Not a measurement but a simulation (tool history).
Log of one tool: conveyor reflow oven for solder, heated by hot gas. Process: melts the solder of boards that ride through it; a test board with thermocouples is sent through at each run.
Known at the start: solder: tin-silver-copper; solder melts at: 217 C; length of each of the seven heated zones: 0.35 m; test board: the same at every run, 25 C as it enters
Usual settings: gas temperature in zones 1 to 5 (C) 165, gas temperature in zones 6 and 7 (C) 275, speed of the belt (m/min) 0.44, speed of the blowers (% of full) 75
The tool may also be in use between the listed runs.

run     day  gas temperature in zones 1 to 5 (C)  gas temperature in zones 6 and 7 (C)  speed of the belt (m/min)  speed of the blowers (% of full)  highest temperature of the board (C)  time above the solder's melting point (s)
  1       0                                  165                                   275                       0.44                                75                                 262.3                                       78.4
  2   1.375                                  165                                   275                       0.44                                75                                   261                                       77.7
  3   2.308                                  165                                   275                       0.44                                75                                 261.8                                       78.4
  4   4.196                                  165                                   275                       0.44                                75                                 261.2                                       77.9
  5     5.9                                  165                                   275                       0.44                                75                                 261.7                                       77.4
  6   7.221                                  157                                   275                       0.44                                75                                 260.2                                       74.8
  7   8.221                                  157                                   275                       0.44                                75                                 260.2                                       73.9
  8   9.092                                  157                                   275                       0.44                                75                                 260.2                                       74.5
      9.462  -- flux residue cleaned out of gas plates and filters
  9  10.154                                  157                                   275                       0.44                                75                                 258.5                                       72.3
 10  11.954                                  165                                   275                       0.44                                59                                 257.4                                       74.4
 11  13.079                                  165                                   275                       0.44                                59                                 257.2                                       73.1
     14.458  -- flux residue cleaned out of gas plates and filters, once more
 12  15.042                                  165                                   275                       0.44                                60                                 261.4                                       78.3
 13  15.896                                  165                                   275                       0.44                                60                                 260.8                                       78.4
 14  17.554                                  165                                   275                       0.44                                75                                 263.5                                       80.3
 15  19.083                                  165                                   278                       0.44                                75                                   266                                       82.2
 16  20.138                                  165                                   275                       0.44                                75                                 263.2                                       79.8
 17  21.125                                  165                                   275                       0.44                                75                                 263.2                                       79.6
 18  22.088                                  165                                   275                       0.44                                75                                 262.7                                       80.7
 19  23.304                                  165                                   285                       0.44                                84                                 273.3                                       87.4
 20    25.1                                  170                                   285                      0.369                                75                                 277.5                                      107.3
 21  26.717                                  170                                   285                      0.369                                75                                 277.3                                      107.9
 22  28.154                                  170                                   285                      0.369                                75                                 277.4                                      108.9
 23  29.012                                  174                                   275                      0.496                                75                                 259.8                                       72.1
 24  29.929                                  174                                   275                      0.496                                75                                 259.5                                         71
 25  31.312                                  174                                   275                      0.496                                75                                 259.9                                       71.2
 26  32.325                                  165                                   275                      0.354                                81                                 268.4                                      105.7
 27  33.954                                  175                                   275                      0.484                                54                                 257.7                                       70.8
 28  35.962                                  175                                   275                      0.484                                54                                 257.9                                       71.3
 29  37.325                                  159                                   270                      0.484                                54                                 249.4                                       58.3
 30  38.929                                  159                                   270                       0.38                                53                                 258.4                                       86.4
 31  40.583                                  158                                   275                      0.388                                75                                 265.2                                         90

Measured less the same run without the tool's hidden state. The same run-to-run variation is in both; the gauge's scatter may not be:
The hidden state here: heat that the gas passes to the board, % of a clean oven's; belt's true speed, % of the reading; true gas temperature in zones 6 and 7 over the reading, C; drift of the gauge itself on peak_c, C; drift of the gauge itself on liquid_s, %.
run  highest temperature of the board (C)  time above the solder's melting point (s)
  1                                  -0.5                                         +1
  2                                  -0.6                                         +1
  3                                  -0.6                                         +1
  4                                  -0.7                                         +1
  5                                  -0.8                                       +0.9
  6                                  -1.1                                       +0.6
  7                                  -1.1                                       +0.6
  8                                  -1.2                                       +0.5
  9                                  -2.5                                         -1
 10                                  -2.2                                       -0.5
 11                                  -2.3                                       -0.5
 12                                  +1.2                                       +3.1
 13                                  +1.3                                         +3
 14                                  +1.1                                       +2.9
 15                                  +0.9                                       +2.9
 16                                  +0.9                                       +2.9
 17                                  +0.8                                       +2.8
 18                                  +0.8                                       +2.8
 19                                  +0.7                                       +2.9
 20                                  +0.8                                       +3.7
 21                                  +0.7                                       +3.7
 22                                  +0.7                                       +3.8
 23                                  +0.3                                       +2.3
 24                                  +0.3                                       +2.3
 25                                  +0.2                                       +2.2
 26                                  +0.6                                       +3.6
 27                                  +0.4                                       +2.4
 28                                  +0.3                                       +2.4
 29                                    +0                                       +1.7
 30                                  +0.5                                       +3.1
 31                                    +0                                       +2.8
